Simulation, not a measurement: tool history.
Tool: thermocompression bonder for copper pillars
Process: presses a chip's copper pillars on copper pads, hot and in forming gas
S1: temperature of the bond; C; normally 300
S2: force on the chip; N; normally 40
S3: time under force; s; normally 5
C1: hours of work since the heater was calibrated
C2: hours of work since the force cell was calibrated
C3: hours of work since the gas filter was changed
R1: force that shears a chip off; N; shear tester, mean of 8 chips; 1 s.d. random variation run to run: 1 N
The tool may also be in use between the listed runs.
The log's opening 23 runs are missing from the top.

run   hour   S1  S2  S3   C1   C2   C3     R1
 24  389.2  300  58   5  624  375   56  113.1
 25  410.0  292  56   8  635  387   67  120.4
 26  425.8  323  40   8  644  396   76  122.7
 27  443.7  323  40   8  654  405   86  123.0
 28  458.6  286  32  12  662  414   94   95.5
 29  468.9  300  33   5  668  419  100   86.5
 30  489.1  309  40   5  679  431  111  100.7
 31  513.7  284  40   5  692  444  125   84.9
 32  533.1  309  51   4  703  455  135  109.4
 33  551.8  283  57   3  713  465  146   87.2
 34  576.9  314  37   7  727  479  160  111.2
 35  595.9  314  37   8  738  490  170  111.8
     612.5  -- heater calibrated with a thermocouple chip
 36  618.3  278  40   6    3  501  181   72.6
 37  632.5  286  30   9   11  509  189   76.0
 38  645.0  327  32   6   18  516  196   97.8
 39  662.4  289  49   3   28  525  206   75.0

What if the next run were any one of these 4? Each begins from the tool's condition after run 39:
  A  673.3  300  26   5  34  531  212   ?
  B  673.3  289  50  13  34  531  212   ?
  C  673.3  310  54   3  34  531  212   ?
  D  673.3  277  57   4  34  531  212   ?

run     R1
  A   64.6
  B  112.0
  C   91.3
  D   79.3
Had the tool no hidden state, the same runs would have come out as:
run     R1
  A   70.0
  B  120.0
  C   98.3
  D   85.5

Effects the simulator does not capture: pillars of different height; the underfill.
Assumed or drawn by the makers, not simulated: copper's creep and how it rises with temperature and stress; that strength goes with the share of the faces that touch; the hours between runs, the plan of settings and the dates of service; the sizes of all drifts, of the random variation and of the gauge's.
